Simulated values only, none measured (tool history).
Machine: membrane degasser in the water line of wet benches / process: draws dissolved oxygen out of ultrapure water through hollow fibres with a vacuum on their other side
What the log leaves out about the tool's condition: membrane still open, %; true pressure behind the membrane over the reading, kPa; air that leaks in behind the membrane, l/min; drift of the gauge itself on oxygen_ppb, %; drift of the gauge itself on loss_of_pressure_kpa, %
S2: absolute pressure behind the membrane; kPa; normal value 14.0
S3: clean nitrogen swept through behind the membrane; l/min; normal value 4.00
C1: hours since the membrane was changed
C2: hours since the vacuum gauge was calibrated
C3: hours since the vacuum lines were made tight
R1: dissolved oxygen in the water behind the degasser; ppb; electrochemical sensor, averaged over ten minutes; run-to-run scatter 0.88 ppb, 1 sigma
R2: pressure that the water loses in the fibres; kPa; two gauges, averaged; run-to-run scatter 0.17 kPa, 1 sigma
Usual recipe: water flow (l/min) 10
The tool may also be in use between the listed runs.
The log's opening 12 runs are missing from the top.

{"run": 13, "day": 35.296, "water flow (l/min)": 10, "S2": 14.0, "S3": 4.0, "C1": 2480, "C2": 455, "C3": 8588, "R1": 84.2, "R2": 28.39}
{"run": 14, "day": 37.129, "water flow (l/min)": 10, "S2": 14.0, "S3": 4.0, "C1": 2524, "C2": 499, "C3": 8632, "R1": 82.7, "R2": 28.25}
{"run": 15, "day": 40.817, "water flow (l/min)": 10, "S2": 14.0, "S3": 4.0, "C1": 2613, "C2": 588, "C3": 8721, "R1": 84.1, "R2": 28.36}
{"run": 16, "day": 44.196, "water flow (l/min)": 10, "S2": 14.0, "S3": 4.0, "C1": 2694, "C2": 669, "C3": 8802, "R1": 83.2, "R2": 28.24}
{"run": 17, "day": 46.3, "water flow (l/min)": 10, "S2": 12.3, "S3": 2.64, "C1": 2744, "C2": 719, "C3": 8852, "R1": 99.3, "R2": 28.16}
{"run": 18, "day": 50.129, "water flow (l/min)": 11, "S2": 12.3, "S3": 2.64, "C1": 2836, "C2": 811, "C3": 8944, "R1": 112.4, "R2": 31.09}
{"run": 19, "day": 52.196, "water flow (l/min)": 12, "S2": 14.0, "S3": 6.84, "C1": 2886, "C2": 861, "C3": 8994, "R1": 76.4, "R2": 34.14}
{"run": 20, "day": 53.983, "water flow (l/min)": 6, "S2": 18.0, "S3": 6.84, "C1": 2929, "C2": 904, "C3": 9036, "R1": 34.8, "R2": 17.06}
{"run": 21, "day": 56.717, "water flow (l/min)": 6, "S2": 18.0, "S3": 6.84, "C1": 2994, "C2": 969, "C3": 9102, "R1": 35.0, "R2": 16.87}
{"run": 22, "day": 59.062, "water flow (l/min)": 6, "S2": 18.0, "S3": 6.84, "C1": 3050, "C2": 1026, "C3": 9158, "R1": 34.7, "R2": 16.8}
{"run": 23, "day": 61.871, "water flow (l/min)": 6, "S2": 18.0, "S3": 6.84, "C1": 3118, "C2": 1093, "C3": 9226, "R1": 34.7, "R2": 17.11}
{"run": 24, "day": 64.229, "water flow (l/min)": 10, "S2": 14.4, "S3": 3.28, "C1": 3175, "C2": 1150, "C3": 9282, "R1": 100.3, "R2": 27.82}
{"run": 25, "day": 65.904, "water flow (l/min)": 10, "S2": 14.4, "S3": 3.28, "C1": 3215, "C2": 1190, "C3": 9323, "R1": 99.9, "R2": 28.3}
{"day": 68.271, "done": "seals of the vacuum lines changed"}
{"run": 26, "day": 68.925, "water flow (l/min)": 10, "S2": 14.4, "S3": 3.28, "C1": 3285, "C2": 1260, "C3": 16, "R1": 101.2, "R2": 28.05}
{"run": 27, "day": 72.792, "water flow (l/min)": 7, "S2": 31.3, "S3": 6.34, "C1": 3378, "C2": 1353, "C3": 109, "R1": 79.9, "R2": 19.94}
{"run": 28, "day": 75.575, "water flow (l/min)": 8, "S2": 28.0, "S3": 5.82, "C1": 3445, "C2": 1420, "C3": 175, "R1": 89.5, "R2": 22.64}
{"run": 29, "day": 78.6, "water flow (l/min)": 11, "S2": 14.0, "S3": 6.75, "C1": 3517, "C2": 1492, "C3": 248, "R1": 65.2, "R2": 30.89}
{"run": 30, "day": 80.867, "water flow (l/min)": 13, "S2": 14.0, "S3": 4.0, "C1": 3572, "C2": 1547, "C3": 302, "R1": 120.8, "R2": 36.48}
{"run": 31, "day": 84.3, "water flow (l/min)": 6, "S2": 23.6, "S3": 4.0, "C1": 3654, "C2": 1629, "C3": 385, "R1": 76.2, "R2": 16.87}
{"run": 32, "day": 85.988, "water flow (l/min)": 7, "S2": 32.7, "S3": 4.0, "C1": 3695, "C2": 1670, "C3": 425, "R1": 131.8, "R2": 19.7}

4 options for the next run, each taken on its own from the tool as it stands now. Forecast them:
{"run": "A", "day": 89.679, "water flow (l/min)": 13, "S2": 9.8, "S3": 8.43, "C1": 3783, "C2": 1758, "C3": 514, "R1": "?", "R2": "?"}
{"run": "B", "day": 89.679, "water flow (l/min)": 10, "S2": 15.2, "S3": 4.0, "C1": 3783, "C2": 1758, "C3": 514, "R1": "?", "R2": "?"}
{"run": "C", "day": 89.679, "water flow (l/min)": 11, "S2": 9.0, "S3": 4.0, "C1": 3783, "C2": 1758, "C3": 514, "R1": "?", "R2": "?"}
{"run": "D", "day": 89.679, "water flow (l/min)": 15, "S2": 18.0, "S3": 2.69, "C1": 3783, "C2": 1758, "C3": 514, "R1": "?", "R2": "?"}

run=A R1=62.1 R2=36.66
run=B R1=89.9 R2=28.48
run=C R1=61.6 R2=31.06
run=D R1=256.1 R2=42.81
Without the tool's hidden state the same runs would have given:
run=A R1=62.1 R2=36.64
run=B R1=89.9 R2=28.47
run=C R1=61.6 R2=31.05
run=D R1=256.0 R2=42.79
